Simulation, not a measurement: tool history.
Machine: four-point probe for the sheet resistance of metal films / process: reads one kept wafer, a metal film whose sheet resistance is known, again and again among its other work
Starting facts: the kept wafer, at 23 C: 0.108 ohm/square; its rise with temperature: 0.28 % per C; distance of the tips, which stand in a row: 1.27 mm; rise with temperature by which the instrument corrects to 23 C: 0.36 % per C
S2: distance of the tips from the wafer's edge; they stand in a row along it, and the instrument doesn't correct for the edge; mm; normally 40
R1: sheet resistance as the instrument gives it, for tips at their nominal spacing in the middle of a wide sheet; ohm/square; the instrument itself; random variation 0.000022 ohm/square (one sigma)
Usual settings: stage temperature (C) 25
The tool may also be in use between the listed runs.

run 1 hour=0.0 | stage_temperature_(C)=25 S2=40 | R1=0.107861
run 2 hour=21.9 | stage_temperature_(C)=25 S2=40 | R1=0.107838
run 3 hour=50.0 | stage_temperature_(C)=25 S2=40 | R1=0.107870
run 4 hour=70.8 | stage_temperature_(C)=25 S2=40 | R1=0.107835
-- hour=72.8 stage's thermometer calibrated
run 5 hour=94.1 | stage_temperature_(C)=25 S2=40 | R1=0.107798
run 6 hour=122.5 | stage_temperature_(C)=21 S2=24 | R1=0.108185
run 7 hour=147.8 | stage_temperature_(C)=26 S2=7 | R1=0.109577
run 8 hour=164.2 | stage_temperature_(C)=31 S2=10 | R1=0.108188
run 9 hour=179.0 | stage_temperature_(C)=31 S2=10 | R1=0.108198
-- hour=191.9 stage's thermometer calibrated, once more
run 10 hour=209.3 | stage_temperature_(C)=23 S2=19 | R1=0.108330

Consider 4 possible next runs. They are alternatives, not a sequence: every one starts from the tool as it was left by run 10. What does each give?
run A hour=226.8 | stage_temperature_(C)=25 S2=3 | R1=?
run B hour=226.8 | stage_temperature_(C)=35 S2=40 | R1=?
run C hour=226.8 | stage_temperature_(C)=31 S2=5 | R1=?
run D hour=226.8 | stage_temperature_(C)=23 S2=40 | R1=?

run=A R1=0.117356
run=B R1=0.107218
run=C R1=0.111093
run=D R1=0.108149
Stripped of hidden state, with their random variation kept, the same runs would have yielded:
run=A R1=0.117272
run=B R1=0.107141
run=C R1=0.111013
run=D R1=0.108071
